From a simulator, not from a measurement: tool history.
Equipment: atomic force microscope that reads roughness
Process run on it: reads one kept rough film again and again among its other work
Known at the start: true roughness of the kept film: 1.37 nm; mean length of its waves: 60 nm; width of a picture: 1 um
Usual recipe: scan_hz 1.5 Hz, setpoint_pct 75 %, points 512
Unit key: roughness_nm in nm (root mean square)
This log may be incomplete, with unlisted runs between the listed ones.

| run | hour | scan_hz | setpoint_pct | points | roughness_nm |
|---|---|---|---|---|---|
| 1 | 0 | 1.5 | 75 | 512 | 1.281 |
| 2 | 22.6 | 2.16 | 75 | 512 | 1.253 |
| 3 | 42.2 | 2.4 | 75 | 512 | 1.238 |
| 4 | 63.2 | 2.4 | 75 | 512 | 1.24 |
| 5 | 74.6 | 1.5 | 77 | 512 | 1.267 |
| 6 | 90.2 | 1.5 | 77 | 512 | 1.267 |
| 7 | 114.1 | 1.5 | 77 | 512 | 1.269 |
|  | 125 | new tip fitted |
| 8 | 136 | 1.5 | 77 | 512 | 1.292 |
| 9 | 150.5 | 1.5 | 81 | 512 | 1.275 |
| 10 | 167.4 | 1.5 | 81 | 512 | 1.274 |

What will run 11 give?
| 11 | 186.9 | 1.5 | 81 | 512 | ? |

Run 11 measured roughness_nm 1.271 nm (root mean square).
If the tool had no hidden condition, the same run with the same run-to-run variation would have returned roughness_nm 1.26 nm (root mean square).
